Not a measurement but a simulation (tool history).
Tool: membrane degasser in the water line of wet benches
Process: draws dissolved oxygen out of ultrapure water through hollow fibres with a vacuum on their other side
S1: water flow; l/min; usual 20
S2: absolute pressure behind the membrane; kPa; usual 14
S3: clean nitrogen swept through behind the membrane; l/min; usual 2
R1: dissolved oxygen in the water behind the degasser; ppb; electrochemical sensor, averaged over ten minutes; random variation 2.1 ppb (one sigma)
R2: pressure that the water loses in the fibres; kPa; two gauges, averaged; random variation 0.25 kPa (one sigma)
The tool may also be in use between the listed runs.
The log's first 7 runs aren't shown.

run    hour  S1    S2    S3     R1      R2
  8   752.9  20    14  5.71   93.9   67.87
  9   836.5  20    14  5.71   95.1   67.79
 10     932  20    14  5.71   94.8   67.59
 11  1086.4  20    14     2  253.8   68.11
 12  1212.8  20    14     2    254   67.72
 13  1341.7  20    14     2  250.6   67.84
 14  1464.5  20    14     2  250.2   67.92
 15  1627.8  20   8.4     2  123.1   67.63
 16  1718.2  20   8.4     2  124.2   67.98
 17  1881.5  20  21.4  5.04  175.4   67.75
 18  1953.9  13  31.1  3.09    282   43.95
 19  2078.2  22   9.4   0.8  357.7   74.36
 20  2225.1  22   9.4   0.8  361.6   74.38
 21  2337.6  18    14     2  226.2   60.55
 22    2466  18    14     2  223.9   60.81
 23  2601.4  16  11.9  4.03   84.7   54.59
 24  2730.7  16  11.9  4.03   83.6   54.16
 25  2891.9  16  11.9  0.85  352.9   54.07
 26  3052.1  31  13.6  2.57  303.7  105.38
 27    3147  20  10.5  0.89  349.8   67.75
 28  3232.5  20  10.5  0.89  347.2   67.84
 29  3367.5  17    14  1.82  232.8   57.31
 30  3441.1  17  10.1  0.99    263   57.54
 31  3614.2  17  10.1  0.99  261.3    57.9
 32  3750.9  18  13.6  4.66     99      61

Forecast each of these 4 alternatives for the next run:
  A  3853.7  14  9.9  4.66   ?   ?
  B  3853.7  20   14  0.87   ?   ?
  C  3853.7  13   15  1.87   ?   ?
  D  3853.7  20   14  1.36   ?   ?

run     R1     R2
  A   49.2  47.35
  B  517.6  67.64
  C  192.1  43.88
  D  353.9  67.86
Without the tool's hidden state the same runs would have given:
run     R1     R2
  A   49.1  47.32
  B  517.5  67.61
  C    192  43.86
  D  353.9  67.83

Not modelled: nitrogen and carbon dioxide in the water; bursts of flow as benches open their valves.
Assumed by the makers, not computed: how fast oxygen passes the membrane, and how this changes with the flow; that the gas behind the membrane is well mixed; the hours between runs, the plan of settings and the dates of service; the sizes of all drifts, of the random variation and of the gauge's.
